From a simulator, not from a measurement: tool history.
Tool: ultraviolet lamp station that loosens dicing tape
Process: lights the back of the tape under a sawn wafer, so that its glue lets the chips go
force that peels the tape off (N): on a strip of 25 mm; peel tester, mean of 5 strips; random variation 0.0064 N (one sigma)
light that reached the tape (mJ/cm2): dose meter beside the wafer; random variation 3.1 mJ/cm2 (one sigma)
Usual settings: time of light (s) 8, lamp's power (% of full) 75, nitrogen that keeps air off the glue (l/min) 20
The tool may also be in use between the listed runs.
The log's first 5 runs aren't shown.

| run | hour | time of light (s) | lamp's power (% of full) | nitrogen that keeps air off the glue (l/min) | force that peels the tape off (N) | light that reached the tape (mJ/cm2) |
|---|---|---|---|---|---|---|
| 6 | 183.0 | 8 | 76 | 20 | 0.200 | 489 |
| 7 | 229.1 | 8 | 66 | 20 | 0.281 | 423 |
| 8 | 271.6 | 8 | 66 | 20 | 0.279 | 429 |
| 9 | 300.7 | 8 | 66 | 20 | 0.286 | 427 |
| 10 | 326.2 | 8 | 66 | 20 | 0.284 | 424 |
| 11 | 378.8 | 5 | 75 | 20 | 0.678 | 303 |
| 12 | 406.3 | 5 | 75 | 20 | 0.681 | 305 |
| 13 | 447.1 | 8 | 75 | 20 | 0.208 | 480 |
| 14 | 497.5 | 8 | 75 | 20 | 0.205 | 489 |
| 15 | 522.1 | 8 | 75 | 20 | 0.207 | 483 |
|  | 563.7 | window cleaned of glue's vapour |
| 16 | 564.2 | 8 | 75 | 20 | 0.204 | 482 |
| 17 | 618.5 | 8 | 75 | 20 | 0.201 | 487 |
| 18 | 660.0 | 8 | 75 | 30 | 0.133 | 486 |
| 19 | 696.1 | 8 | 75 | 30 | 0.135 | 483 |
| 20 | 737.4 | 8 | 75 | 20 | 0.206 | 480 |
| 21 | 777.4 | 8 | 75 | 20 | 0.193 | 483 |
| 22 | 809.3 | 15 | 75 | 20 | 0.068 | 915 |
| 23 | 853.5 | 11 | 72 | 9 | 0.243 | 638 |
| 24 | 907.7 | 8 | 86 | 7 | 0.474 | 556 |
| 25 | 962.5 | 8 | 86 | 7 | 0.462 | 553 |
| 26 | 1019.0 | 5 | 75 | 8 | 1.484 | 303 |
| 27 | 1053.4 | 12 | 78 | 7 | 0.213 | 756 |
| 28 | 1085.6 | 5 | 77 | 20 | 0.638 | 312 |
| 29 | 1115.3 | 5 | 84 | 24 | 0.436 | 338 |

The next listed run, before its measurement:
| 30 | 1147.8 | 10 | 87 | 8 | ? | ? |

Run 30 gave force that peels the tape off (N) 0.215, light that reached the tape (mJ/cm2) 699.
Without the tool's hidden state the same run would have given force that peels the tape off (N) 0.214, light that reached the tape (mJ/cm2) 701.
